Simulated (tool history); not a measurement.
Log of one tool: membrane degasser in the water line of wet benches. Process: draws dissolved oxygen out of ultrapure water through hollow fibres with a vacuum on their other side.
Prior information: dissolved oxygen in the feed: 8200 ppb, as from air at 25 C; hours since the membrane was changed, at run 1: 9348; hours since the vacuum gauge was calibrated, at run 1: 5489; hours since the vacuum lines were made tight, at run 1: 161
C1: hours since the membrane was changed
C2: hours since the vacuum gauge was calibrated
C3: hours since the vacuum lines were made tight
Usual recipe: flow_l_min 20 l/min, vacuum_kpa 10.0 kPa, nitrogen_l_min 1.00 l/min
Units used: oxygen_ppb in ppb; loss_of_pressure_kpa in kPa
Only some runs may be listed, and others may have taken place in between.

{"run": 1, "day": 0.0, "flow_l_min": 20, "vacuum_kpa": 10.0, "nitrogen_l_min": 1.0, "C1": 9348, "C2": 5489, "C3": 161, "oxygen_ppb": 356.2, "loss_of_pressure_kpa": 65.25}
{"run": 2, "day": 6.146, "flow_l_min": 20, "vacuum_kpa": 10.0, "nitrogen_l_min": 1.0, "C1": 9496, "C2": 5637, "C3": 308, "oxygen_ppb": 351.5, "loss_of_pressure_kpa": 64.79}
{"run": 3, "day": 13.971, "flow_l_min": 20, "vacuum_kpa": 10.0, "nitrogen_l_min": 1.0, "C1": 9683, "C2": 5824, "C3": 496, "oxygen_ppb": 353.3, "loss_of_pressure_kpa": 64.89}
{"run": 4, "day": 18.992, "flow_l_min": 20, "vacuum_kpa": 10.0, "nitrogen_l_min": 1.0, "C1": 9804, "C2": 5945, "C3": 616, "oxygen_ppb": 352.0, "loss_of_pressure_kpa": 65.01}
{"run": 5, "day": 28.571, "flow_l_min": 20, "vacuum_kpa": 10.0, "nitrogen_l_min": 1.0, "C1": 10034, "C2": 6175, "C3": 846, "oxygen_ppb": 346.0, "loss_of_pressure_kpa": 64.71}
{"run": 6, "day": 33.717, "flow_l_min": 20, "vacuum_kpa": 9.3, "nitrogen_l_min": 1.0, "C1": 10157, "C2": 6298, "C3": 970, "oxygen_ppb": 319.9, "loss_of_pressure_kpa": 65.12}
{"run": 7, "day": 42.804, "flow_l_min": 20, "vacuum_kpa": 9.3, "nitrogen_l_min": 1.0, "C1": 10375, "C2": 6516, "C3": 1188, "oxygen_ppb": 326.0, "loss_of_pressure_kpa": 65.13}
{"run": 8, "day": 48.996, "flow_l_min": 20, "vacuum_kpa": 10.0, "nitrogen_l_min": 1.0, "C1": 10524, "C2": 6665, "C3": 1337, "oxygen_ppb": 350.5, "loss_of_pressure_kpa": 64.95}
{"run": 9, "day": 56.125, "flow_l_min": 20, "vacuum_kpa": 6.2, "nitrogen_l_min": 1.0, "C1": 10695, "C2": 6836, "C3": 1508, "oxygen_ppb": 192.8, "loss_of_pressure_kpa": 65.06}
{"run": 10, "day": 60.992, "flow_l_min": 20, "vacuum_kpa": 6.2, "nitrogen_l_min": 1.0, "C1": 10812, "C2": 6953, "C3": 1624, "oxygen_ppb": 191.5, "loss_of_pressure_kpa": 64.7}
{"run": 11, "day": 65.275, "flow_l_min": 20, "vacuum_kpa": 11.5, "nitrogen_l_min": 1.0, "C1": 10915, "C2": 7056, "C3": 1727, "oxygen_ppb": 412.6, "loss_of_pressure_kpa": 65.07}
{"run": 12, "day": 71.692, "flow_l_min": 20, "vacuum_kpa": 11.5, "nitrogen_l_min": 1.0, "C1": 11069, "C2": 7210, "C3": 1881, "oxygen_ppb": 420.3, "loss_of_pressure_kpa": 64.94}
{"run": 13, "day": 78.021, "flow_l_min": 20, "vacuum_kpa": 11.5, "nitrogen_l_min": 1.0, "C1": 11221, "C2": 7361, "C3": 2033, "oxygen_ppb": 413.5, "loss_of_pressure_kpa": 64.9}
{"run": 14, "day": 82.908, "flow_l_min": 20, "vacuum_kpa": 11.5, "nitrogen_l_min": 1.0, "C1": 11338, "C2": 7479, "C3": 2150, "oxygen_ppb": 417.2, "loss_of_pressure_kpa": 65.03}
{"day": 84.692, "done": "membrane cartridge changed"}
{"day": 86.042, "done": "vacuum gauge calibrated"}
{"run": 15, "day": 87.15, "flow_l_min": 19, "vacuum_kpa": 18.0, "nitrogen_l_min": 2.65, "C1": 59, "C2": 27, "C3": 2248, "oxygen_ppb": 298.8, "loss_of_pressure_kpa": 61.22}
{"run": 16, "day": 92.683, "flow_l_min": 27, "vacuum_kpa": 6.2, "nitrogen_l_min": 1.93, "C1": 191, "C2": 159, "C3": 2381, "oxygen_ppb": 238.5, "loss_of_pressure_kpa": 87.94}
{"run": 17, "day": 99.071, "flow_l_min": 25, "vacuum_kpa": 7.0, "nitrogen_l_min": 1.0, "C1": 345, "C2": 313, "C3": 2534, "oxygen_ppb": 320.2, "loss_of_pressure_kpa": 80.93}
{"run": 18, "day": 108.45, "flow_l_min": 20, "vacuum_kpa": 11.9, "nitrogen_l_min": 2.4, "C1": 570, "C2": 538, "C3": 2759, "oxygen_ppb": 230.1, "loss_of_pressure_kpa": 64.92}
{"run": 19, "day": 115.229, "flow_l_min": 20, "vacuum_kpa": 11.9, "nitrogen_l_min": 2.4, "C1": 732, "C2": 701, "C3": 2922, "oxygen_ppb": 231.8, "loss_of_pressure_kpa": 64.21}
{"run": 20, "day": 123.708, "flow_l_min": 20, "vacuum_kpa": 11.2, "nitrogen_l_min": 2.25, "C1": 936, "C2": 904, "C3": 3125, "oxygen_ppb": 230.0, "loss_of_pressure_kpa": 64.91}
{"run": 21, "day": 130.238, "flow_l_min": 20, "vacuum_kpa": 11.2, "nitrogen_l_min": 2.25, "C1": 1093, "C2": 1061, "C3": 3282, "oxygen_ppb": 225.6, "loss_of_pressure_kpa": 64.91}
{"run": 22, "day": 137.808, "flow_l_min": 16, "vacuum_kpa": 10.0, "nitrogen_l_min": 1.15, "C1": 1274, "C2": 1242, "C3": 3464, "oxygen_ppb": 242.5, "loss_of_pressure_kpa": 51.99}
{"run": 23, "day": 145.071, "flow_l_min": 20, "vacuum_kpa": 10.0, "nitrogen_l_min": 0.4, "C1": 1449, "C2": 1417, "C3": 3638, "oxygen_ppb": 663.4, "loss_of_pressure_kpa": 64.94}
{"run": 24, "day": 150.288, "flow_l_min": 20, "vacuum_kpa": 7.8, "nitrogen_l_min": 1.48, "C1": 1574, "C2": 1542, "C3": 3763, "oxygen_ppb": 203.1, "loss_of_pressure_kpa": 65.07}
{"run": 25, "day": 155.229, "flow_l_min": 26, "vacuum_kpa": 10.4, "nitrogen_l_min": 0.43, "C1": 1692, "C2": 1661, "C3": 3882, "oxygen_ppb": 857.8, "loss_of_pressure_kpa": 84.39}
{"day": 159.142, "done": "seals of the vacuum lines changed"}
{"run": 26, "day": 160.258, "flow_l_min": 20, "vacuum_kpa": 11.3, "nitrogen_l_min": 0.93, "C1": 1811, "C2": 1779, "C3": 27, "oxygen_ppb": 427.7, "loss_of_pressure_kpa": 65.18}
{"run": 27, "day": 167.475, "flow_l_min": 16, "vacuum_kpa": 24.7, "nitrogen_l_min": 0.93, "C1": 1984, "C2": 1952, "C3": 200, "oxygen_ppb": 792.1, "loss_of_pressure_kpa": 51.86}
{"run": 28, "day": 173.2, "flow_l_min": 16, "vacuum_kpa": 6.6, "nitrogen_l_min": 1.11, "C1": 2122, "C2": 2090, "C3": 337, "oxygen_ppb": 140.8, "loss_of_pressure_kpa": 52.42}

Consider 4 possible next runs. They are alternatives, not a sequence: every one starts from the tool as it was left by run 28. What does each give?
{"run": "A", "day": 180.183, "flow_l_min": 15, "vacuum_kpa": 12.7, "nitrogen_l_min": 1.11, "C1": 2289, "C2": 2257, "C3": 505, "oxygen_ppb": "?", "loss_of_pressure_kpa": "?"}
{"run": "B", "day": 180.183, "flow_l_min": 15, "vacuum_kpa": 19.9, "nitrogen_l_min": 1.11, "C1": 2289, "C2": 2257, "C3": 505, "oxygen_ppb": "?", "loss_of_pressure_kpa": "?"}
{"run": "C", "day": 180.183, "flow_l_min": 25, "vacuum_kpa": 13.9, "nitrogen_l_min": 0.55, "C1": 2289, "C2": 2257, "C3": 505, "oxygen_ppb": "?", "loss_of_pressure_kpa": "?"}
{"run": "D", "day": 180.183, "flow_l_min": 21, "vacuum_kpa": 6.6, "nitrogen_l_min": 1.11, "C1": 2289, "C2": 2257, "C3": 505, "oxygen_ppb": "?", "loss_of_pressure_kpa": "?"}

run=A oxygen_ppb=310.3 loss_of_pressure_kpa=48.59
run=B oxygen_ppb=517.1 loss_of_pressure_kpa=48.60
run=C oxygen_ppb=960.2 loss_of_pressure_kpa=81.15
run=D oxygen_ppb=213.2 loss_of_pressure_kpa=68.46
Had the tool no hidden state, the same runs would have come out as:
run=A oxygen_ppb=310.2 loss_of_pressure_kpa=48.57
run=B oxygen_ppb=516.9 loss_of_pressure_kpa=48.58
run=C oxygen_ppb=959.8 loss_of_pressure_kpa=81.11
run=D oxygen_ppb=212.9 loss_of_pressure_kpa=68.43
